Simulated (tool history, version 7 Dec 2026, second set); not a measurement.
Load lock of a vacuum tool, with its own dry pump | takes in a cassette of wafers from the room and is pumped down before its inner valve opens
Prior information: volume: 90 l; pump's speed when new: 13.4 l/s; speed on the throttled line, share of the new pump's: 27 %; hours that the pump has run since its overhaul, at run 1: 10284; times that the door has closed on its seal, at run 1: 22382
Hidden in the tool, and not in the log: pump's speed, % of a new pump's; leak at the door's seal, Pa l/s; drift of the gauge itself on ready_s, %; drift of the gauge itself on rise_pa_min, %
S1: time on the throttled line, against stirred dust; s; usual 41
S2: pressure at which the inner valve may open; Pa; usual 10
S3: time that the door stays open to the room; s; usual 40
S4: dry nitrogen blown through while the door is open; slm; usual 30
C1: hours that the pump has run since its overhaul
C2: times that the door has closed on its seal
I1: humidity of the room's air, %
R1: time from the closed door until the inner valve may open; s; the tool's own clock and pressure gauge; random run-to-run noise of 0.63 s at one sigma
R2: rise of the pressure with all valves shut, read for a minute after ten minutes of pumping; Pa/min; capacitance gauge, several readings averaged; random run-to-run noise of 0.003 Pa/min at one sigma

run,hour,S1,S2,S3,S4,C1,C2,I1,R1,R2
1,0,41,10,40,30,10284,22382,48,101.7,0.177
2,157.6,41,10,40,30,10442,22559,47.8,101.5,0.177
3,297.3,45,10,40,30,10582,22716,43.2,103.4,0.17
4,531.7,58,10,40,30,10816,22979,46,114.4,0.174
5,702.7,58,10,40,30,10987,23171,46.7,115,0.183
6,827.6,55,10,40,30,11112,23311,45.3,112.4,0.191
7,964.5,55,7,40,30,11249,23465,44.6,115.5,0.186
8,1076.9,41,10,40,11,11361,23591,43.1,101.9,0.192
9,1288.1,41,10,40,30,11573,23828,45.3,102.8,0.191
10,1547.5,41,10,40,30,11832,24119,47.4,104,0.195
11,1791.6,41,10,40,30,12076,24393,45.4,102.4,0.196
12,2014.9,42,10,40,30,12299,24644,45.9,103.9,0.198
13,2252.9,42,10,40,30,12537,24911,45.1,104.4,0.208
14,2526.4,41,10,40,30,12811,25218,48,104.4,0.204
15,2649.9,41,10,40,30,12934,25357,42,105.1,0.206
16,2831.7,41,10,40,30,13116,25561,44.4,104,0.209
17,3032.2,41,10,40,30,13317,25786,41,105,0.2
18,3166.9,41,10,208,30,13451,25937,46.6,103.4,0.248
19,3331.6,41,10,208,30,13616,26122,43.8,105.6,0.245
20,3511.5,41,8,40,18,13796,26324,44.9,106.8,0.221
21,3626.8,41,8,40,18,13911,26454,45.4,108,0.233
22,3757.8,41,10,46,30,14042,26601,41.5,105.3,0.219
23,3964.3,41,10,46,30,14249,26833,46.6,106.5,0.22
24,4100.3,41,10,46,30,14385,26985,43.1,106.7,0.221
25,4240.6,29,12,64,30,14525,27143,45.5,98,0.238
26,4389.8,29,12,64,30,14674,27310,43,95.4,0.24
27,4531.2,52,16,59,38,14816,27469,45.1,109,0.23
28,4701.4,22,15,91,34,14986,27660,47.1,90.6,0.247
29,4828.1,22,15,91,5,15112,27802,48,91,0.284
30,4994.3,22,15,91,5,15279,27989,45.7,91.7,0.277
31,5152.2,34,18,91,23,15437,28166,42.2,97.5,0.255
32,5328.3,29,17,40,10,15613,28364,46.6,95,0.261
33,5547.4,28,11,66,27,15832,28610,44.8,97.7,0.251
34,5668.8,57,11,83,27,15953,28746,45.4,118.4,0.254
35,5833.3,57,11,83,27,16118,28931,39.2,117.6,0.258
36,5986.3,28,11,38,27,16271,29103,45.6,99.3,0.255
37,6240.5,41,15,62,30,16525,29388,45.8,104.6,0.258

Forecast each of these 4 alternatives for the next run:
A,6374,41,13,93,21,16658,29538,46.9,?,?
B,6374,20,15,34,30,16658,29538,46.4,?,?
C,6374,21,9,40,30,16658,29538,47.1,?,?
D,6374,41,15,62,43,16658,29538,43.3,?,?

run,R1,R2
A,106.8,0.279
B,91.1,0.264
C,95.9,0.258
D,104.7,0.264
The same runs, with their run-to-run variation unchanged, on a tool lacking any hidden condition would have given:
run,R1,R2
A,91.2,0.047
B,74.4,0.03
C,78.1,0.022
D,89.6,0.029

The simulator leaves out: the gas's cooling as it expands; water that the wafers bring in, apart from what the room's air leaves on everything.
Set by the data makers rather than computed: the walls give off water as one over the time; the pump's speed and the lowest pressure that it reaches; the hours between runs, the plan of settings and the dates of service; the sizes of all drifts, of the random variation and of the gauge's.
